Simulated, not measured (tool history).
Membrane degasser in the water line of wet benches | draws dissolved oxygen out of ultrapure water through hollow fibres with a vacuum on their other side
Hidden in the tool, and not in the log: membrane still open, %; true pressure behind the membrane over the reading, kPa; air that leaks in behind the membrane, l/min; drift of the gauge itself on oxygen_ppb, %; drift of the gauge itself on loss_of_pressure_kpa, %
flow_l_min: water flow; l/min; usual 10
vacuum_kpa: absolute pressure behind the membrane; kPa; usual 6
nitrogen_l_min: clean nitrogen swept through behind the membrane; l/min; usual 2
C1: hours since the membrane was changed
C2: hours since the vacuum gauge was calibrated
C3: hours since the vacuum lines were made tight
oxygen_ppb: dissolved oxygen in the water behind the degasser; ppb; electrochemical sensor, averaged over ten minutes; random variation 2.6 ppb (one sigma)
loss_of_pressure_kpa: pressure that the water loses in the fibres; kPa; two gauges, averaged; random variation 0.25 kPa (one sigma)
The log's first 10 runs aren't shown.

{"run": 11, "hour": 413.1, "flow_l_min": 10, "vacuum_kpa": 6, "nitrogen_l_min": 2, "C1": 1002, "C2": 2540, "C3": 6601, "oxygen_ppb": 264, "loss_of_pressure_kpa": 68.26}
{"run": 12, "hour": 449.4, "flow_l_min": 10, "vacuum_kpa": 6, "nitrogen_l_min": 2, "C1": 1038, "C2": 2577, "C3": 6637, "oxygen_ppb": 266.2, "loss_of_pressure_kpa": 68.58}
{"run": 13, "hour": 504.8, "flow_l_min": 10, "vacuum_kpa": 6, "nitrogen_l_min": 2, "C1": 1093, "C2": 2632, "C3": 6693, "oxygen_ppb": 263.2, "loss_of_pressure_kpa": 67.94}
{"run": 14, "hour": 545.0, "flow_l_min": 14, "vacuum_kpa": 6, "nitrogen_l_min": 2, "C1": 1134, "C2": 2672, "C3": 6733, "oxygen_ppb": 419.2, "loss_of_pressure_kpa": 95.72}
{"hour": 549.0, "done": "vacuum gauge calibrated"}
{"run": 15, "hour": 579.3, "flow_l_min": 10, "vacuum_kpa": 6, "nitrogen_l_min": 2, "C1": 1167, "C2": 30, "C3": 6767, "oxygen_ppb": 266.1, "loss_of_pressure_kpa": 68.11}
{"run": 16, "hour": 610.6, "flow_l_min": 10, "vacuum_kpa": 6, "nitrogen_l_min": 2, "C1": 1199, "C2": 62, "C3": 6798, "oxygen_ppb": 272.7, "loss_of_pressure_kpa": 68.09}
{"run": 17, "hour": 654.4, "flow_l_min": 10, "vacuum_kpa": 6, "nitrogen_l_min": 2, "C1": 1242, "C2": 105, "C3": 6842, "oxygen_ppb": 266.7, "loss_of_pressure_kpa": 68.46}
{"hour": 681.5, "done": "vacuum gauge calibrated, once more"}
{"run": 18, "hour": 704.0, "flow_l_min": 10, "vacuum_kpa": 6, "nitrogen_l_min": 2, "C1": 1291, "C2": 22, "C3": 6891, "oxygen_ppb": 264.6, "loss_of_pressure_kpa": 68.23}
{"run": 19, "hour": 760.2, "flow_l_min": 12, "vacuum_kpa": 5.96, "nitrogen_l_min": 5.04, "C1": 1348, "C2": 79, "C3": 6947, "oxygen_ppb": 317.4, "loss_of_pressure_kpa": 82.39}
{"run": 20, "hour": 805.5, "flow_l_min": 9, "vacuum_kpa": 9.25, "nitrogen_l_min": 4.87, "C1": 1393, "C2": 124, "C3": 6992, "oxygen_ppb": 226.4, "loss_of_pressure_kpa": 61.51}
{"run": 21, "hour": 855.2, "flow_l_min": 12, "vacuum_kpa": 7.65, "nitrogen_l_min": 5.92, "C1": 1443, "C2": 174, "C3": 7042, "oxygen_ppb": 334.3, "loss_of_pressure_kpa": 81.73}
{"run": 22, "hour": 896.5, "flow_l_min": 7, "vacuum_kpa": 5.6, "nitrogen_l_min": 3.15, "C1": 1484, "C2": 215, "C3": 7083, "oxygen_ppb": 137.7, "loss_of_pressure_kpa": 47.83}
{"run": 23, "hour": 937.3, "flow_l_min": 7, "vacuum_kpa": 5.6, "nitrogen_l_min": 3.15, "C1": 1525, "C2": 256, "C3": 7124, "oxygen_ppb": 139.3, "loss_of_pressure_kpa": 47.67}
{"run": 24, "hour": 992.1, "flow_l_min": 10, "vacuum_kpa": 4.94, "nitrogen_l_min": 2, "C1": 1580, "C2": 311, "C3": 7179, "oxygen_ppb": 252.2, "loss_of_pressure_kpa": 68.39}
{"run": 25, "hour": 1031.2, "flow_l_min": 10, "vacuum_kpa": 4.94, "nitrogen_l_min": 2, "C1": 1619, "C2": 350, "C3": 7218, "oxygen_ppb": 252.1, "loss_of_pressure_kpa": 68.21}
{"run": 26, "hour": 1088.6, "flow_l_min": 10, "vacuum_kpa": 4.94, "nitrogen_l_min": 3.04, "C1": 1676, "C2": 407, "C3": 7275, "oxygen_ppb": 245.3, "loss_of_pressure_kpa": 69.11}
{"run": 27, "hour": 1139.4, "flow_l_min": 10, "vacuum_kpa": 9.97, "nitrogen_l_min": 2, "C1": 1727, "C2": 458, "C3": 7326, "oxygen_ppb": 318.4, "loss_of_pressure_kpa": 68.38}
{"run": 28, "hour": 1164.7, "flow_l_min": 11, "vacuum_kpa": 4.72, "nitrogen_l_min": 1.81, "C1": 1752, "C2": 483, "C3": 7352, "oxygen_ppb": 287.5, "loss_of_pressure_kpa": 75.11}
{"run": 29, "hour": 1195.0, "flow_l_min": 10, "vacuum_kpa": 4.72, "nitrogen_l_min": 4.82, "C1": 1782, "C2": 514, "C3": 7382, "oxygen_ppb": 242.2, "loss_of_pressure_kpa": 68.37}
{"run": 30, "hour": 1239.1, "flow_l_min": 11, "vacuum_kpa": 6.02, "nitrogen_l_min": 1.67, "C1": 1827, "C2": 558, "C3": 7426, "oxygen_ppb": 315, "loss_of_pressure_kpa": 75.3}
{"run": 31, "hour": 1281.5, "flow_l_min": 6, "vacuum_kpa": 6, "nitrogen_l_min": 2, "C1": 1869, "C2": 600, "C3": 7468, "oxygen_ppb": 114.4, "loss_of_pressure_kpa": 41.12}
{"run": 32, "hour": 1312.2, "flow_l_min": 10, "vacuum_kpa": 6.58, "nitrogen_l_min": 1.32, "C1": 1900, "C2": 631, "C3": 7499, "oxygen_ppb": 294, "loss_of_pressure_kpa": 68.79}
{"run": 33, "hour": 1361.1, "flow_l_min": 10, "vacuum_kpa": 9.58, "nitrogen_l_min": 1.72, "C1": 1949, "C2": 680, "C3": 7548, "oxygen_ppb": 322.3, "loss_of_pressure_kpa": 68.56}

3 ways to go on from here, each from the tool as it stands after run 33. What would each give?
{"run": "A", "hour": 1387.2, "flow_l_min": 8, "vacuum_kpa": 5.59, "nitrogen_l_min": 1.13, "C1": 1975, "C2": 706, "C3": 7574, "oxygen_ppb": "?", "loss_of_pressure_kpa": "?"}
{"run": "B", "hour": 1387.2, "flow_l_min": 10, "vacuum_kpa": 8.26, "nitrogen_l_min": 3.45, "C1": 1975, "C2": 706, "C3": 7574, "oxygen_ppb": "?", "loss_of_pressure_kpa": "?"}
{"run": "C", "hour": 1387.2, "flow_l_min": 7, "vacuum_kpa": 13.39, "nitrogen_l_min": 3.33, "C1": 1975, "C2": 706, "C3": 7574, "oxygen_ppb": "?", "loss_of_pressure_kpa": "?"}

run=A oxygen_ppb=203.7 loss_of_pressure_kpa=54.93
run=B oxygen_ppb=271.5 loss_of_pressure_kpa=68.29
run=C oxygen_ppb=186.2 loss_of_pressure_kpa=48.03
Without the tool's hidden state the same runs would have given:
run=A oxygen_ppb=192.8 loss_of_pressure_kpa=54.19
run=B oxygen_ppb=258.1 loss_of_pressure_kpa=67.37
run=C oxygen_ppb=173.6 loss_of_pressure_kpa=47.37

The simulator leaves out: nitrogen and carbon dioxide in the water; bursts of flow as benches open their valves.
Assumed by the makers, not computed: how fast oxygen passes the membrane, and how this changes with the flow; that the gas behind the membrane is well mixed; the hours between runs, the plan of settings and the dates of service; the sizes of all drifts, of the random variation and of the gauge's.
